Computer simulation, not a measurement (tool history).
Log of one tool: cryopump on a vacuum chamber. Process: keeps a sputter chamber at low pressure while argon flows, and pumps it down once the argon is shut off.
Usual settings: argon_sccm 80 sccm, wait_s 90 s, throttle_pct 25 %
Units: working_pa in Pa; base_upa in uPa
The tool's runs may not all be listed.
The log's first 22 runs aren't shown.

run	hour	argon_sccm	wait_s	throttle_pct	working_pa	base_upa
23	319.7	80	30	41	0.2306	3.79
24	330.2	80	30	41	0.2305	3.87
25	348	79	31	25	0.3699	3.73
26	368.1	77	218	20	0.444	1.16
27	378.8	80	90	16	0.578	1.77
28	395.6	80	90	16	0.5767	1.8
29	415.8	80	90	16	0.5778	1.8
30	437.1	80	196	30	0.3133	1.28
31	454	50	90	27	0.2166	1.88
32	464.4	97	72	19	0.595	2.15
33	481.4	151	90	40	0.4505	1.86
34	490.6	151	90	40	0.4522	1.89

Forecast each of these 3 alternatives for the next run:
A	511	150	99	51	?	?
B	511	80	78	25	?	?
C	511	81	140	44	?	?

run	working_pa	base_upa
A	0.3584	1.79
B	0.3769	2.06
C	0.2226	1.55
Without the tool's hidden state the same runs would have given:
run	working_pa	base_upa
A	0.3343	1.15
B	0.364	1.43
C	0.2096	0.9
